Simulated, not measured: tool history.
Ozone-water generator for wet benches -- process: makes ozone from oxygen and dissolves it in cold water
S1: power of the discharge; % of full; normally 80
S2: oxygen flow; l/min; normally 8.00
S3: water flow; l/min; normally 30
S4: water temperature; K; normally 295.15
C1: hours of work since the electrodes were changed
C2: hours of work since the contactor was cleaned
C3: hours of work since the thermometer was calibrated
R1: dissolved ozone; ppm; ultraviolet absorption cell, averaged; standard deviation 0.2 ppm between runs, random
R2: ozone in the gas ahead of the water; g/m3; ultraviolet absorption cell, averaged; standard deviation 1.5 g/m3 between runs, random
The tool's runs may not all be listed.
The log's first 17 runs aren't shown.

run,day,S1,S2,S3,S4,C1,C2,C3,R1,R2
18,43.279,80,8.00,18,290.15,1873,3882,789,44.8,289.5
19,45.158,49,8.00,18,298.15,1902,3911,818,27.4,210.4
20,47.075,58,6.11,36,293.15,1931,3941,847,21.5,275.4
21,50.254,58,6.11,36,293.15,1980,3989,896,21.3,273.9
22,53.708,58,6.11,36,293.15,2033,4042,949,21.5,274.0
23,55.838,72,9.76,36,293.15,2066,4075,982,24.7,239.8
24,57.342,44,9.76,36,290.15,2089,4098,1005,18.5,173.3
25,59.671,44,9.76,36,290.15,2125,4134,1041,18.3,171.4
26,62.462,44,9.76,36,290.15,2168,4177,1083,18.6,170.3
27,64.017,44,9.76,36,290.15,2192,4201,1107,18.3,172.6
28,66.688,80,13.74,30,295.15,2233,4242,1148,26.9,208.3
29,69.929,50,6.10,21,302.15,2282,4292,1198,25.2,251.5
30,73.392,93,14.15,33,295.15,2336,4345,1251,28.3,226.0
31,75.458,93,4.84,40,301.15,2367,4377,1283,24.3,433.8
32,77.925,79,8.00,33,296.15,2405,4414,1321,27.0,287.9

4 options for the next run, each taken on its own from the tool as it stands now. Forecast them:
A,80.283,79,12.66,33,296.15,2441,4451,1357,?,?
B,80.283,80,8.00,25,295.15,2441,4451,1357,?,?
C,80.283,79,8.00,33,293.15,2441,4451,1357,?,?
D,80.283,77,12.40,30,288.15,2441,4451,1357,?,?

run,R1,R2
A,25.3,217.3
B,33.0,289.3
C,28.2,285.9
D,30.5,216.6
With the hidden condition removed and each run's random variation left untouched, the same runs would have given:
run,R1,R2
A,25.3,217.4
B,33.0,289.4
C,28.2,286.0
D,30.5,216.7

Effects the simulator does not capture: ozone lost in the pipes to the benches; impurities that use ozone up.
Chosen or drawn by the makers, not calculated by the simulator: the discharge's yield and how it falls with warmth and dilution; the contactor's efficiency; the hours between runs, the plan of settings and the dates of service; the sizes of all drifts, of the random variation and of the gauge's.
